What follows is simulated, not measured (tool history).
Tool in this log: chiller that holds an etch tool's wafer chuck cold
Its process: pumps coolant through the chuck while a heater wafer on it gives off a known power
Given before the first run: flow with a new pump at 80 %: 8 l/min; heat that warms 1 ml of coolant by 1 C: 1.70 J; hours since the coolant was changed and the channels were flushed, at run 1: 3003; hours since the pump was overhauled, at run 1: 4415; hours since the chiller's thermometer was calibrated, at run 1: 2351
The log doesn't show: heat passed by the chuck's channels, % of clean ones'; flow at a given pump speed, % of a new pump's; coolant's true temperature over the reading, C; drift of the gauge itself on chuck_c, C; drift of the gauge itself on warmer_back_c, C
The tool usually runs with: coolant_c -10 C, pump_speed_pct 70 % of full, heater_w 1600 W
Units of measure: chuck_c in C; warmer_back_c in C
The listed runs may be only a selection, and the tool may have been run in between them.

run	hour	coolant_c	pump_speed_pct	heater_w	hours since the coolant was changed and the channels were flushed	hours since the pump was overhauled	hours since the chiller's thermometer was calibrated	chuck_c	warmer_back_c
1	0	-10	70	1600	3003	4415	2351	4.7	8.58
# hour 33.8: chiller's thermometer calibrated
2	101.9	-10	70	1600	3104	4516	68	4.5	8.63
3	174.1	-10	70	1600	3176	4588	140	4.5	8.66
4	260.1	-10	70	1600	3262	4674	226	4.5	8.6
5	323.6	-10	70	1600	3326	4737	290	4.6	8.54
6	407.7	-10	70	1600	3410	4822	374	4.5	8.63
7	474.9	-10	70	1600	3477	4889	441	4.7	8.74
8	540.1	-10	100	1600	3542	4954	506	0.4	5.9
9	622.8	-10	100	1990	3625	5037	589	2.9	7.22
10	678.4	-10	100	2083	3681	5092	645	3.3	7.57
11	789	-10	88	1600	3791	5203	755	1.8	6.8
12	870.9	-10	88	1600	3873	5285	837	1.9	6.73
13	977	-2	70	1600	3979	5391	943	12.9	8.69
14	1085.5	-10	70	1600	4088	5499	1052	4.8	8.67
15	1204.8	-10	70	1600	4207	5619	1171	5	8.62
16	1317.2	-10	70	1600	4320	5731	1283	4.8	8.65
17	1435.3	-10	70	1600	4438	5849	1402	5.1	8.66
18	1557.9	-18	70	1118	4560	5972	1524	-7.4	6.05
19	1671.7	-18	70	1044	4674	6085	1638	-8.2	5.7
20	1799.4	-18	73	1044	4802	6213	1766	-8.6	5.47
21	1895.3	-13	64	2074	4898	6309	1861	8.5	12.53
22	1954	-13	64	2074	4956	6368	1920	8.5	12.51
23	2068.1	-10	71	1151	5070	6482	2034	1	6.19
24	2139.2	-7	91	2381	5142	6553	2105	10.4	9.84
25	2214.8	-7	66	2381	5217	6629	2181	16.9	13.95
26	2337.7	-10	68	834	5340	6752	2304	-1.6	4.69
# hour 2419.5: chiller's thermometer calibrated
27	2463.8	-10	68	834	5465	6877	44	-1.8	4.86
28	2577.3	-10	68	1762	5579	6990	158	7.5	10.05
29	2642.8	-10	68	1762	5644	7056	223	7.2	10.09
# hour 2679.4: coolant changed, channels flushed
30	2753.3	-10	68	1762	74	7160	328	6.3	10.03
31	2881.9	-10	68	1762	203	7289	456	6.4	10.08

Measured less the same run without the tool's hidden state. The same run-to-run variation is in both; the gauge's scatter may not be:
run	chuck_c	warmer_back_c
1	+1.3	+0.43
2	+1.2	+0.44
3	+1.2	+0.44
4	+1.2	+0.45
5	+1.3	+0.45
6	+1.2	+0.46
7	+1.3	+0.47
8	+0.9	+0.32
9	+1.2	+0.4
10	+1.3	+0.43
11	+1.1	+0.39
12	+1.2	+0.39
13	+1.5	+0.51
14	+1.5	+0.53
15	+1.6	+0.53
16	+1.6	+0.55
17	+1.7	+0.55
18	+1.2	+0.39
19	+1.2	+0.38
20	+1.2	+0.36
21	+2.6	+0.86
22	+2.6	+0.86
23	+1.5	+0.43
24	+2.3	+0.69
25	+3.1	+1
26	+1.2	+0.34
27	+1	+0.36
28	+2.2	+0.75
29	+2.3	+0.76
30	+1.2	+0.77
31	+1.3	+0.78
